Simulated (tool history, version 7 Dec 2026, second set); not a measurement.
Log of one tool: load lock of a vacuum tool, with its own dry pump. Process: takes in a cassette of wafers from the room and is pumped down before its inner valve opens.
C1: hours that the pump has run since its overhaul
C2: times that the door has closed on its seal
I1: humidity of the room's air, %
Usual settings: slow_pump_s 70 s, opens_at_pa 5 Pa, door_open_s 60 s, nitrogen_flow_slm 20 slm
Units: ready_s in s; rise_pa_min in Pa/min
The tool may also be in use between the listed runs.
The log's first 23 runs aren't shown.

run 24 hour=8299.8 | slow_pump_s=70 opens_at_pa=5 door_open_s=60 nitrogen_flow_slm=39 | C1=3670 C2=39039 | I1=46.0 | ready_s=108.7 rise_pa_min=0.248
run 25 hour=8753.0 | slow_pump_s=70 opens_at_pa=5 door_open_s=60 nitrogen_flow_slm=39 | C1=4123 C2=40129 | I1=46.1 | ready_s=109.6 rise_pa_min=0.263
run 26 hour=9081.8 | slow_pump_s=44 opens_at_pa=7 door_open_s=76 nitrogen_flow_slm=12 | C1=4452 C2=40919 | I1=47.3 | ready_s=85.2 rise_pa_min=0.292
run 27 hour=9499.5 | slow_pump_s=125 opens_at_pa=8 door_open_s=76 nitrogen_flow_slm=12 | C1=4869 C2=41923 | I1=45.1 | ready_s=151.4 rise_pa_min=0.297
run 28 hour=9800.9 | slow_pump_s=125 opens_at_pa=8 door_open_s=151 nitrogen_flow_slm=12 | C1=5171 C2=42647 | I1=47.5 | ready_s=151.8 rise_pa_min=0.335
run 29 hour=10301.1 | slow_pump_s=125 opens_at_pa=8 door_open_s=151 nitrogen_flow_slm=12 | C1=5671 C2=43849 | I1=46.8 | ready_s=152.3 rise_pa_min=0.350
run 30 hour=10533.8 | slow_pump_s=47 opens_at_pa=6 door_open_s=60 nitrogen_flow_slm=20 | C1=5904 C2=44409 | I1=45.6 | ready_s=89.6 rise_pa_min=0.301
run 31 hour=10941.2 | slow_pump_s=70 opens_at_pa=9 door_open_s=27 nitrogen_flow_slm=20 | C1=6311 C2=45388 | I1=45.1 | ready_s=106.7 rise_pa_min=0.305
run 32 hour=11391.2 | slow_pump_s=77 opens_at_pa=5 door_open_s=37 nitrogen_flow_slm=23 | C1=6761 C2=46469 | I1=43.4 | ready_s=114.7 rise_pa_min=0.314
run 33 hour=11612.8 | slow_pump_s=77 opens_at_pa=5 door_open_s=37 nitrogen_flow_slm=23 | C1=6983 C2=47002 | I1=44.2 | ready_s=115.5 rise_pa_min=0.326
run 34 hour=12069.5 | slow_pump_s=77 opens_at_pa=5 door_open_s=37 nitrogen_flow_slm=23 | C1=7439 C2=48100 | I1=46.3 | ready_s=115.5 rise_pa_min=0.331
run 35 hour=12477.4 | slow_pump_s=77 opens_at_pa=5 door_open_s=37 nitrogen_flow_slm=23 | C1=7847 C2=49080 | I1=44.4 | ready_s=116.3 rise_pa_min=0.331
run 36 hour=12794.6 | slow_pump_s=77 opens_at_pa=5 door_open_s=37 nitrogen_flow_slm=23 | C1=8165 C2=49842 | I1=43.2 | ready_s=116.5 rise_pa_min=0.357

Forecast each of these 3 alternatives for the next run:
run A hour=13274.4 | slow_pump_s=47 opens_at_pa=4 door_open_s=91 nitrogen_flow_slm=23 | C1=8644 C2=50995 | I1=46.5 | ready_s=? rise_pa_min=?
run B hour=13274.4 | slow_pump_s=132 opens_at_pa=5 door_open_s=77 nitrogen_flow_slm=8 | C1=8644 C2=50995 | I1=47.0 | ready_s=? rise_pa_min=?
run C hour=13274.4 | slow_pump_s=97 opens_at_pa=5 door_open_s=164 nitrogen_flow_slm=12 | C1=8644 C2=50995 | I1=46.1 | ready_s=? rise_pa_min=?

run=A ready_s=93.9 rise_pa_min=0.379
run=B ready_s=161.0 rise_pa_min=0.386
run=C ready_s=132.6 rise_pa_min=0.418
Without the tool's hidden state the same runs would have given:
run=A ready_s=89.3 rise_pa_min=0.056
run=B ready_s=157.9 rise_pa_min=0.067
run=C ready_s=129.0 rise_pa_min=0.093
